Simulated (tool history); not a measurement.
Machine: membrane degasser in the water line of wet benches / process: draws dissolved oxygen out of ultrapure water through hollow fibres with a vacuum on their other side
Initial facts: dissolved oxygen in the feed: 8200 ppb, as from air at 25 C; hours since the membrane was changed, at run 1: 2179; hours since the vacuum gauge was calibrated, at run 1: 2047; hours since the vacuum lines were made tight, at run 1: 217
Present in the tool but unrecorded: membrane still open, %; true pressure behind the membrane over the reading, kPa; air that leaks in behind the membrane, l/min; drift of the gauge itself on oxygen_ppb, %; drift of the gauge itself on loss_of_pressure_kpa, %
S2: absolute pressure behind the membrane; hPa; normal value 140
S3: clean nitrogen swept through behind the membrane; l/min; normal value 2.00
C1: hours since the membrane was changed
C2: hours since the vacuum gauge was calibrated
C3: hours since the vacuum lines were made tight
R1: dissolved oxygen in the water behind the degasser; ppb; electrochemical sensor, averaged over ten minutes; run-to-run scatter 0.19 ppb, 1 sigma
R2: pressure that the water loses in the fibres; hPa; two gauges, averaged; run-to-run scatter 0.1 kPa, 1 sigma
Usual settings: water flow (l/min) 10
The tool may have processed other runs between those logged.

run 1 day=0.000 | water_flow_(l/min)=10 S2=140 S3=2.00 | C1=2179 C2=2047 C3=217 | R1=133.7 R2=452.6
run 2 day=1.354 | water_flow_(l/min)=10 S2=140 S3=2.00 | C1=2211 C2=2079 C3=250 | R1=134.1 R2=452.3
run 3 day=2.679 | water_flow_(l/min)=10 S2=140 S3=2.00 | C1=2243 C2=2111 C3=282 | R1=134.1 R2=453.1
run 4 day=4.025 | water_flow_(l/min)=11 S2=140 S3=2.00 | C1=2275 C2=2144 C3=314 | R1=149.1 R2=496.2
run 5 day=5.608 | water_flow_(l/min)=11 S2=140 S3=2.00 | C1=2313 C2=2182 C3=352 | R1=149.3 R2=497.4
run 6 day=7.892 | water_flow_(l/min)=10 S2=140 S3=2.00 | C1=2368 C2=2236 C3=407 | R1=134.1 R2=451.2
run 7 day=8.992 | water_flow_(l/min)=10 S2=102 S3=2.00 | C1=2395 C2=2263 C3=433 | R1=89.2 R2=451.6
-- day=9.212 vacuum gauge calibrated
run 8 day=10.104 | water_flow_(l/min)=10 S2=102 S3=1.70 | C1=2421 C2=21 C3=459 | R1=103.9 R2=452.5
run 9 day=12.038 | water_flow_(l/min)=10 S2=140 S3=2.00 | C1=2467 C2=68 C3=506 | R1=134.5 R2=451.5
run 10 day=13.521 | water_flow_(l/min)=10 S2=121 S3=2.00 | C1=2503 C2=103 C3=541 | R1=112.0 R2=452.1
run 11 day=15.738 | water_flow_(l/min)=10 S2=121 S3=2.00 | C1=2556 C2=157 C3=594 | R1=112.5 R2=452.0
-- day=16.679 vacuum gauge calibrated, once more
run 12 day=17.375 | water_flow_(l/min)=10 S2=121 S3=2.00 | C1=2595 C2=17 C3=633 | R1=110.5 R2=453.4
run 13 day=18.792 | water_flow_(l/min)=10 S2=121 S3=2.00 | C1=2629 C2=51 C3=667 | R1=110.6 R2=452.7
run 14 day=19.842 | water_flow_(l/min)=10 S2=130 S3=2.00 | C1=2654 C2=76 C3=692 | R1=121.1 R2=451.3
run 15 day=21.646 | water_flow_(l/min)=10 S2=130 S3=2.00 | C1=2697 C2=119 C3=736 | R1=121.5 R2=452.3
run 16 day=22.738 | water_flow_(l/min)=9 S2=130 S3=2.00 | C1=2723 C2=145 C3=762 | R1=108.6 R2=406.3
run 17 day=24.342 | water_flow_(l/min)=7 S2=114 S3=2.02 | C1=2762 C2=184 C3=800 | R1=70.2 R2=316.7
run 18 day=26.558 | water_flow_(l/min)=7 S2=114 S3=2.02 | C1=2815 C2=237 C3=854 | R1=70.0 R2=316.9
run 19 day=28.646 | water_flow_(l/min)=15 S2=140 S3=2.00 | C1=2865 C2=287 C3=904 | R1=218.2 R2=679.6
run 20 day=30.012 | water_flow_(l/min)=8 S2=268 S3=1.34 | C1=2898 C2=320 C3=937 | R1=331.3 R2=360.0
run 21 day=31.800 | water_flow_(l/min)=10 S2=123 S3=2.77 | C1=2941 C2=363 C3=979 | R1=83.6 R2=452.8
run 22 day=33.258 | water_flow_(l/min)=13 S2=289 S3=2.00 | C1=2976 C2=398 C3=1014 | R1=399.0 R2=589.9
run 23 day=35.179 | water_flow_(l/min)=13 S2=289 S3=2.00 | C1=3022 C2=444 C3=1061 | R1=401.2 R2=588.5
run 24 day=36.396 | water_flow_(l/min)=13 S2=289 S3=2.00 | C1=3051 C2=473 C3=1090 | R1=400.1 R2=589.1
run 25 day=38.433 | water_flow_(l/min)=11 S2=318 S3=3.64 | C1=3100 C2=522 C3=1139 | R1=214.9 R2=498.0

For some of the steps in R1 from one run to the next: how much would appear even if the tool had no hidden state, given the settings, what came in and random variation, and how much remains for the hidden state plus any gauge scatter that the measured result and the result without hidden state don't share?
Run 11 -> 12: vacuum gauge calibrated, once more. R1 -2.0 ppb: hidden state -1.5, all else -0.5.
Run 18 -> 19: water flow (l/min) 7 -> 15, S2 114 -> 140, S3 2.02 -> 2.00. R1 +148.2 ppb: hidden state +2.0, all else +146.2.
Run 20 -> 21: water flow (l/min) 8 -> 10, S2 268 -> 123, S3 1.34 -> 2.77. R1 -247.7 ppb: hidden state -0.1, all else -247.6.
Run 21 -> 22: water flow (l/min) 10 -> 13, S2 123 -> 289, S3 2.77 -> 2.00. R1 +315.4 ppb: hidden state +1.1, all else +314.3.

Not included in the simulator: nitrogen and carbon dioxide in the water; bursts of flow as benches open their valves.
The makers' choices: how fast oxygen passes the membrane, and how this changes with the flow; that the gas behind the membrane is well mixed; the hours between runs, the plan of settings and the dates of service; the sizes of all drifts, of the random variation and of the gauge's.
